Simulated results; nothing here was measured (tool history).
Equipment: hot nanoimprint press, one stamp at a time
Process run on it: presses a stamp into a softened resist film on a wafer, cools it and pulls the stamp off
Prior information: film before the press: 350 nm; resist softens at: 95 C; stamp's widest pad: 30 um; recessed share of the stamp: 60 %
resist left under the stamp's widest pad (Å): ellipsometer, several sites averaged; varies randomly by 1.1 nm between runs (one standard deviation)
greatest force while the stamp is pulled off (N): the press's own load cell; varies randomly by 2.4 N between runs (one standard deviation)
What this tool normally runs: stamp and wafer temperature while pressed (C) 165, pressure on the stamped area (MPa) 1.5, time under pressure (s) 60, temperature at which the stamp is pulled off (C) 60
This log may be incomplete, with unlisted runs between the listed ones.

run	hour	stamp and wafer temperature while pressed (C)	pressure on the stamped area (MPa)	time under pressure (s)	temperature at which the stamp is pulled off (C)	resist left under the stamp's widest pad (Å)	greatest force while the stamp is pulled off (N)
1	0	165	1.5	60	60	1709	116
# hour 55.8: plate thermocouple calibrated
2	66.8	165	1.5	60	60	1616	119
3	112.7	165	1.5	60	60	1617	119
4	172.4	165	1.5	60	60	1639	113
5	200.7	165	1.5	60	60	1654	119
6	256.4	165	1.11	60	60	1892	119
7	287	165	1.17	60	60	1850	121
8	353.6	165	1.17	60	60	1866	122
9	383.8	165	1.5	60	60	1657	125
# hour 395: stamp cleaned and given a new release coat
10	427.5	165	1.5	60	60	1651	112
11	485.7	165	1.5	60	60	1686	112
12	535.4	165	1.5	60	60	1680	115
13	581.6	165	1.5	60	60	1692	113
14	615.2	174	1.5	60	60	1146	109
# hour 651.3: press's hydraulic seals changed and the load cell set to zero
15	659.5	174	1.5	60	60	1062	112
16	695.4	171	1.5	60	60	1221	118
17	726.7	165	2.18	60	52	1323	139
18	776.2	165	1.05	60	51	1935	143
19	827.6	168	1.5	60	56	1413	133
20	894.5	168	1.5	60	56	1435	136
21	924.5	168	1.08	60	56	1714	132
# hour 942.5: plate thermocouple calibrated
22	994.8	165	1.31	110	63	1344	108
23	1024.2	165	1.5	60	66	1545	106
24	1057.9	162	1.9	60	60	1602	122
25	1110.8	169	1.06	64	67	1541	100
26	1146.7	176	1.06	37	67	1385	103
# hour 1168.1: stamp cleaned and given a new release coat
27	1205.2	176	1.06	37	67	1398	89
28	1249.2	165	1.61	60	60	1540	113
29	1292.7	165	0.96	60	51	1981	138
30	1357.7	165	0.96	60	51	1993	138
31	1391.7	165	0.96	60	51	1992	148

Consider 3 possible next runs. They are alternatives, not a sequence: every one starts from the tool as it was left by run 31. What does each give?
A	1458.8	165	1.81	92	57	?	?
B	1458.8	165	1.36	60	60	?	?
C	1458.8	165	1.96	102	64	?	?

run	resist left under the stamp's widest pad (Å)	greatest force while the stamp is pulled off (N)
A	1285	130
B	1705	116
C	1157	102
What these runs would have given with no unlogged condition in the tool:
run	resist left under the stamp's widest pad (Å)	greatest force while the stamp is pulled off (N)
A	1208	122
B	1621	108
C	1084	95
